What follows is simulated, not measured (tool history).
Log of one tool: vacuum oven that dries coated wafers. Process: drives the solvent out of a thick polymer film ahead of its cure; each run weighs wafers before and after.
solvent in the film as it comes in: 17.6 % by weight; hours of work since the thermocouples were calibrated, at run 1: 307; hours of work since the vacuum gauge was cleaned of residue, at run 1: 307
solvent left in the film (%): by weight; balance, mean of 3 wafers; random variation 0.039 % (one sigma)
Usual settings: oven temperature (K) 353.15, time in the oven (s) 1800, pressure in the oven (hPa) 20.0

| run | hour | oven temperature (K) | time in the oven (s) | pressure in the oven (hPa) | hours of work since the thermocouples were calibrated | hours of work since the vacuum gauge was cleaned of residue | solvent left in the film (%) |
|---|---|---|---|---|---|---|---|
| 1 | 0.0 | 353.15 | 1800 | 20.0 | 307 | 307 | 1.28 |
| 2 | 29.0 | 353.15 | 1800 | 20.0 | 324 | 324 | 1.15 |
| 3 | 72.9 | 353.15 | 1800 | 20.0 | 349 | 349 | 1.23 |
| 4 | 131.7 | 353.15 | 1800 | 20.0 | 383 | 383 | 1.25 |
| 5 | 176.8 | 353.15 | 1800 | 20.0 | 409 | 409 | 1.30 |
| 6 | 229.5 | 353.15 | 1800 | 20.0 | 439 | 439 | 1.32 |
| 7 | 278.9 | 353.15 | 1800 | 20.0 | 468 | 468 | 1.30 |
| 8 | 327.8 | 353.15 | 1800 | 20.0 | 496 | 496 | 1.22 |
| 9 | 363.3 | 353.15 | 1800 | 20.0 | 517 | 517 | 1.31 |
| 10 | 397.6 | 353.15 | 1800 | 20.0 | 536 | 536 | 1.28 |
| 11 | 437.6 | 353.15 | 3120 | 32.6 | 559 | 559 | 1.02 |
| 12 | 478.6 | 353.15 | 3120 | 32.6 | 583 | 583 | 1.09 |
| 13 | 534.5 | 344.15 | 1800 | 20.0 | 615 | 615 | 3.69 |
| 14 | 586.8 | 344.15 | 1800 | 20.0 | 646 | 646 | 3.70 |
| 15 | 634.5 | 344.15 | 1800 | 15.5 | 673 | 673 | 3.55 |
| 16 | 677.0 | 349.15 | 2940 | 15.5 | 698 | 698 | 0.91 |
| 17 | 710.4 | 353.15 | 1980 | 36.4 | 717 | 717 | 1.63 |
| 18 | 740.2 | 353.15 | 1980 | 36.4 | 734 | 734 | 1.65 |
| 19 | 769.9 | 353.15 | 3120 | 23.4 | 751 | 751 | 0.83 |
| 20 | 811.3 | 353.15 | 3120 | 23.4 | 775 | 775 | 0.78 |

Forecast each of these 3 alternatives for the next run:
| A | 850.5 | 356.15 | 1500 | 48.9 | 798 | 798 | ? |
| B | 850.5 | 353.15 | 3120 | 14.6 | 798 | 798 | ? |
| C | 850.5 | 348.15 | 1800 | 20.0 | 798 | 798 | ? |

| run | solvent left in the film (%) |
|---|---|
| A | 1.98 |
| B | 0.48 |
| C | 2.47 |
Without the tool's hidden state the same runs would have given:
| run | solvent left in the film (%) |
|---|---|
| A | 1.66 |
| B | 0.37 |
| C | 1.96 |
